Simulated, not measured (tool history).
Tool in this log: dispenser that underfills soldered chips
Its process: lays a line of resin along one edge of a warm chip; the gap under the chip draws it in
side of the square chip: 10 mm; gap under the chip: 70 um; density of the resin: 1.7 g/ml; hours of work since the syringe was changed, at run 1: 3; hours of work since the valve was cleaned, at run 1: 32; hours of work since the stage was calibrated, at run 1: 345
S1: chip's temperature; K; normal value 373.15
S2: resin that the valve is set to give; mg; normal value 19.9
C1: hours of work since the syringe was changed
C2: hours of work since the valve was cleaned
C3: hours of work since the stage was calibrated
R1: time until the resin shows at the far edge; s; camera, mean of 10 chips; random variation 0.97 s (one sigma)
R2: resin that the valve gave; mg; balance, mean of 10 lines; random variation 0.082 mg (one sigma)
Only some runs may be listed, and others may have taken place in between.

run 1 hour=0 | S1=373.15 S2=19.9 | C1=3 C2=32 C3=345 | R1=114.1 R2=19.12
-- hour=3.6 new syringe of resin
-- hour=11.2 new syringe of resin
run 2 hour=16.4 | S1=373.15 S2=19.9 | C1=4 C2=44 C3=357 | R1=124.5 R2=19.17
-- hour=18.8 new syringe of resin
run 3 hour=24.9 | S1=373.15 S2=19.9 | C1=5 C2=50 C3=363 | R1=128.2 R2=19.02
-- hour=25.9 new syringe of resin
-- hour=33.6 new syringe of resin
-- hour=40.7 new syringe of resin
run 4 hour=42 | S1=373.15 S2=19.9 | C1=1 C2=63 C3=375 | R1=97.9 R2=18.56
-- hour=47.9 new syringe of resin
-- hour=51.1 dispensing valve cleaned and set on the balance
run 5 hour=53 | S1=382.15 S2=19.9 | C1=3 C2=1 C3=383 | R1=92.7 R2=19.84
-- hour=56.8 new syringe of resin
-- hour=63.9 new syringe of resin
run 6 hour=67.8 | S1=382.15 S2=19.9 | C1=3 C2=12 C3=394 | R1=90.4 R2=19.9
-- hour=71.3 new syringe of resin
-- hour=78.9 new syringe of resin
run 7 hour=82 | S1=385.15 S2=25.6 | C1=2 C2=23 C3=404 | R1=78.1 R2=25.13
-- hour=87.3 new syringe of resin
run 8 hour=90 | S1=385.15 S2=25.6 | C1=2 C2=29 C3=410 | R1=80.2 R2=25.14
-- hour=94.8 new syringe of resin
run 9 hour=97.7 | S1=359.15 S2=24.8 | C1=2 C2=34 C3=415 | R1=153.6 R2=24.01
-- hour=102.7 new syringe of resin
run 10 hour=109.3 | S1=381.15 S2=17.3 | C1=5 C2=43 C3=424 | R1=112.5 R2=16.65
-- hour=110.7 new syringe of resin
-- hour=117.9 new syringe of resin
run 11 hour=118.2 | S1=370.15 S2=19.9 | C1=0 C2=49 C3=430 | R1=100 R2=19.03

Describe how what the log doesn't record of the tool's condition differs between the last listed run preceding each entry between runs and the first listed run following it.
After run 1, before run 2: new syringe of resin (hour 3.6); new syringe of resin (hour 11.2)
  resin's viscosity, % of fresh resin's: 126.2 -> 137.8; dose that the valve gives, % of what is set: 96.98 -> 95.9; true chip temperature over the reading, C: 1.13 -> 1.16
  measured result minus the result with no hidden state, R1: +21.3 -> +31.7 s; R2: -0.6 -> -0.82 mg
After run 2, before run 3: new syringe of resin (hour 18.8)
  resin's viscosity, % of fresh resin's: 137.8 -> 143.5; dose that the valve gives, % of what is set: 95.9 -> 95.32; true chip temperature over the reading, C: 1.16 -> 1.18
  measured result minus the result with no hidden state, R1: +31.7 -> +36.6 s; R2: -0.82 -> -0.93 mg
After run 3, before run 4: new syringe of resin (hour 25.9); new syringe of resin (hour 33.6); new syringe of resin (hour 40.7)
  resin's viscosity, % of fresh resin's: 143.5 -> 107.6; dose that the valve gives, % of what is set: 95.32 -> 94.22; true chip temperature over the reading, C: 1.18 -> 1.21
  measured result minus the result with no hidden state, R1: +36.6 -> +4.6 s; R2: -0.93 -> -1.14 mg
After run 4, before run 5: new syringe of resin (hour 47.9); dispensing valve cleaned and set on the balance (hour 51.1)
  resin's viscosity, % of fresh resin's: 107.6 -> 130.8; dose that the valve gives, % of what is set: 94.22 -> 99.95; true chip temperature over the reading, C: 1.21 -> 1.23
  measured result minus the result with no hidden state, R1: +4.6 -> +19.7 s; R2: -1.14 -> -0.01 mg
After run 5, before run 6: new syringe of resin (hour 56.8); new syringe of resin (hour 63.9)
  resin's viscosity, % of fresh resin's: 130.8 -> 125.7; dose that the valve gives, % of what is set: 99.95 -> 99.06; true chip temperature over the reading, C: 1.23 -> 1.26
  measured result minus the result with no hidden state, R1: +19.7 -> +16.3 s; R2: -0.01 -> -0.19 mg
After run 6, before run 7: new syringe of resin (hour 71.3); new syringe of resin (hour 78.9)
  resin's viscosity, % of fresh resin's: 125.7 -> 119.6; dose that the valve gives, % of what is set: 99.06 -> 98.17; true chip temperature over the reading, C: 1.26 -> 1.29
  measured result minus the result with no hidden state, R1: +16.3 -> +10.7 s; R2: -0.19 -> -0.47 mg
After run 7, before run 8: new syringe of resin (hour 87.3)
  resin's viscosity, % of fresh resin's: 119.6 -> 119; dose that the valve gives, % of what is set: 98.17 -> 97.62; true chip temperature over the reading, C: 1.29 -> 1.31
  measured result minus the result with no hidden state, R1: +10.7 -> +10.6 s; R2: -0.47 -> -0.61 mg
After run 8, before run 9: new syringe of resin (hour 94.8)
  resin's viscosity, % of fresh resin's: 119 -> 120; dose that the valve gives, % of what is set: 97.62 -> 97.05; true chip temperature over the reading, C: 1.31 -> 1.32
  measured result minus the result with no hidden state, R1: +10.6 -> +21.1 s; R2: -0.61 -> -0.74 mg
After run 9, before run 10: new syringe of resin (hour 102.7)
  resin's viscosity, % of fresh resin's: 120 -> 149.9; dose that the valve gives, % of what is set: 97.05 -> 96.29; true chip temperature over the reading, C: 1.32 -> 1.34
  measured result minus the result with no hidden state, R1: +21.1 -> +35.5 s; R2: -0.74 -> -0.65 mg
After run 10, before run 11: new syringe of resin (hour 110.7); new syringe of resin (hour 117.9)
  resin's viscosity, % of fresh resin's: 149.9 -> 103.1; dose that the valve gives, % of what is set: 96.29 -> 95.7; true chip temperature over the reading, C: 1.34 -> 1.36
  measured result minus the result with no hidden state, R1: +35.5 -> +0 s; R2: -0.65 -> -0.86 mg
